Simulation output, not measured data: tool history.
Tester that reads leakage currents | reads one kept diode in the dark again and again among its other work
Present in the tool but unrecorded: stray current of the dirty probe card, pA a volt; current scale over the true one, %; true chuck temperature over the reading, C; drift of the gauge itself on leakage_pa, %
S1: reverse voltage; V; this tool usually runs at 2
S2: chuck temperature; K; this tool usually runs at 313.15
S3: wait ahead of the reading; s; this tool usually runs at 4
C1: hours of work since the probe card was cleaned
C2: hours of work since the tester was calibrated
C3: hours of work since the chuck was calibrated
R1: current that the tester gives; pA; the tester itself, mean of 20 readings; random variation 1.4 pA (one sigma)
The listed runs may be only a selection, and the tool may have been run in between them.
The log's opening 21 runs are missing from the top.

{"run": 22, "hour": 549.4, "S1": 6.48, "S2": 313.15, "S3": 4, "C1": 1869, "C2": 884, "C3": 408, "R1": 722.6}
{"run": 23, "hour": 582.0, "S1": 2, "S2": 294.15, "S3": 5.9, "C1": 1887, "C2": 903, "C3": 426, "R1": 94.24}
{"run": 24, "hour": 614.0, "S1": 1.54, "S2": 297.15, "S3": 9, "C1": 1905, "C2": 921, "C3": 444, "R1": 110.85}
{"run": 25, "hour": 646.9, "S1": 1.54, "S2": 297.15, "S3": 9, "C1": 1924, "C2": 939, "C3": 463, "R1": 110.25}
{"run": 26, "hour": 685.1, "S1": 4.32, "S2": 294.15, "S3": 0.4, "C1": 1946, "C2": 961, "C3": 484, "R1": 129.73}
{"run": 27, "hour": 722.9, "S1": 5.53, "S2": 313.15, "S3": 1.98, "C1": 1967, "C2": 982, "C3": 506, "R1": 676.8}
{"run": 28, "hour": 742.0, "S1": 17.69, "S2": 298.15, "S3": 1.98, "C1": 1978, "C2": 993, "C3": 516, "R1": 320.8}
{"run": 29, "hour": 777.0, "S1": 9.81, "S2": 312.15, "S3": 4, "C1": 1997, "C2": 1013, "C3": 536, "R1": 773.44}
{"run": 30, "hour": 794.8, "S1": 1.04, "S2": 308.15, "S3": 4, "C1": 2007, "C2": 1023, "C3": 546, "R1": 240.26}
{"run": 31, "hour": 812.2, "S1": 1.04, "S2": 308.15, "S3": 4, "C1": 2017, "C2": 1032, "C3": 556, "R1": 240.6}
{"run": 32, "hour": 844.2, "S1": 1.04, "S2": 308.15, "S3": 4, "C1": 2035, "C2": 1050, "C3": 574, "R1": 238.93}
{"run": 33, "hour": 872.7, "S1": 15.89, "S2": 307.15, "S3": 5.88, "C1": 2051, "C2": 1067, "C3": 590, "R1": 627.28}
{"run": 34, "hour": 889.7, "S1": 15.89, "S2": 307.15, "S3": 5.88, "C1": 2061, "C2": 1076, "C3": 600, "R1": 629.44}
{"run": 35, "hour": 906.3, "S1": 11.51, "S2": 295.15, "S3": 7.62, "C1": 2070, "C2": 1086, "C3": 609, "R1": 209.9}
{"run": 36, "hour": 946.6, "S1": 11.51, "S2": 295.15, "S3": 7.62, "C1": 2093, "C2": 1108, "C3": 632, "R1": 208.29}
{"run": 37, "hour": 974.7, "S1": 2.16, "S2": 299.15, "S3": 4.25, "C1": 2109, "C2": 1124, "C3": 647, "R1": 147.74}
{"run": 38, "hour": 1015.2, "S1": 12.48, "S2": 324.15, "S3": 1.78, "C1": 2132, "C2": 1147, "C3": 670, "R1": 2126.2}
{"hour": 1030.7, "done": "probe card cleaned and baked"}
{"run": 39, "hour": 1037.8, "S1": 2.42, "S2": 320.15, "S3": 4, "C1": 4, "C2": 1158, "C3": 681, "R1": 842.36}
{"run": 40, "hour": 1073.9, "S1": 15.35, "S2": 298.15, "S3": 0.54, "C1": 24, "C2": 1178, "C3": 702, "R1": 274.81}
{"run": 41, "hour": 1094.4, "S1": 3.21, "S2": 320.15, "S3": 4, "C1": 36, "C2": 1190, "C3": 713, "R1": 930.19}

Branching from run 41: 3 alternative next runs. What would each branch give?
{"run": "A", "hour": 1129.1, "S1": 6.17, "S2": 313.15, "S3": 0.39, "C1": 56, "C2": 1209, "C3": 733, "R1": "?"}
{"run": "B", "hour": 1129.1, "S1": 6.42, "S2": 317.15, "S3": 4.7, "C1": 56, "C2": 1209, "C3": 733, "R1": "?"}
{"run": "C", "hour": 1129.1, "S1": 2.89, "S2": 313.15, "S3": 4, "C1": 56, "C2": 1209, "C3": 733, "R1": "?"}

run=A R1=685.4
run=B R1=949.48
run=C R1=513.34
What these runs would have given with no unlogged condition in the tool:
run=A R1=721.34
run=B R1=998.03
run=C R1=540.43

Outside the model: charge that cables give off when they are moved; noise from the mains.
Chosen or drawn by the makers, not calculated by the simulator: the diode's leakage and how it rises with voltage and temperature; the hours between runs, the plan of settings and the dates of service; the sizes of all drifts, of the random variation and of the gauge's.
